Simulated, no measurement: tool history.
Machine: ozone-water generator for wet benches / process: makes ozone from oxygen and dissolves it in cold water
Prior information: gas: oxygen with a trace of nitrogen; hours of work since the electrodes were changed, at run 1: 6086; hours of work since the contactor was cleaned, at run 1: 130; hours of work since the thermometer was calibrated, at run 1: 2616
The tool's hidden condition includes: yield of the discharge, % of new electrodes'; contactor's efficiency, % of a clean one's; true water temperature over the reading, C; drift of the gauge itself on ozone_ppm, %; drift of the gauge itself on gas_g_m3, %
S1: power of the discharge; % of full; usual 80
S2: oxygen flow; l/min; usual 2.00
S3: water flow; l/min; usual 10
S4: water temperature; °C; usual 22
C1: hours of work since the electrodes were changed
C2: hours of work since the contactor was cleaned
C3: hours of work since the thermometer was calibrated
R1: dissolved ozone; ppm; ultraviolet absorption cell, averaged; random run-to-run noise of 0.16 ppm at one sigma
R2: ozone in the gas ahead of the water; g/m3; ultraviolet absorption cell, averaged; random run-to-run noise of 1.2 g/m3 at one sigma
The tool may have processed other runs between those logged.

Run 1, hour 0.0: usual settings; C1 6086; C2 130; C3 2616. Result: R1 18.7 ppm, R2 195.6 g/m3.
Run 2, hour 118.6: usual settings; C1 6196; C2 241; C3 2727. Result: R1 19.0 ppm, R2 195.8 g/m3.
Run 3, hour 246.1: usual settings; C1 6315; C2 360; C3 2846. Result: R1 18.9 ppm, R2 194.4 g/m3.
Run 4, hour 364.6: usual settings but S4 29 °C; C1 6425; C2 470; C3 2956. Result: R1 17.2 ppm, R2 194.0 g/m3.
At hour 457.1: water thermometer calibrated.
Run 5, hour 536.1: usual settings but S4 29 °C; C1 6585; C2 629; C3 74. Result: R1 16.7 ppm, R2 194.2 g/m3.
Run 6, hour 648.3: usual settings but S4 29 °C; C1 6689; C2 734; C3 178. Result: R1 16.7 ppm, R2 194.2 g/m3.
Run 7, hour 735.6: usual settings but S2 2.97 l/min, S3 7 l/min, S4 29 °C; C1 6770; C2 815; C3 259. Result: R1 20.5 ppm, R2 159.5 g/m3.
Run 8, hour 884.9: usual settings but S2 2.97 l/min, S3 9 l/min, S4 16 °C; C1 6909; C2 954; C3 398. Result: R1 22.1 ppm, R2 159.7 g/m3.

Predict the results of run 9:
Run 9, hour 1019.6: usual settings but S2 2.97 l/min, S3 9 l/min, S4 16 °C; C1 7035; C2 1079; C3 524. Result: R1 ?, R2 ?.

R1: 22.0 ppm
R2: 161.7 g/m3
Without the tool's hidden state the same run would have given R1 23.8 ppm, R2 173.8 g/m3.
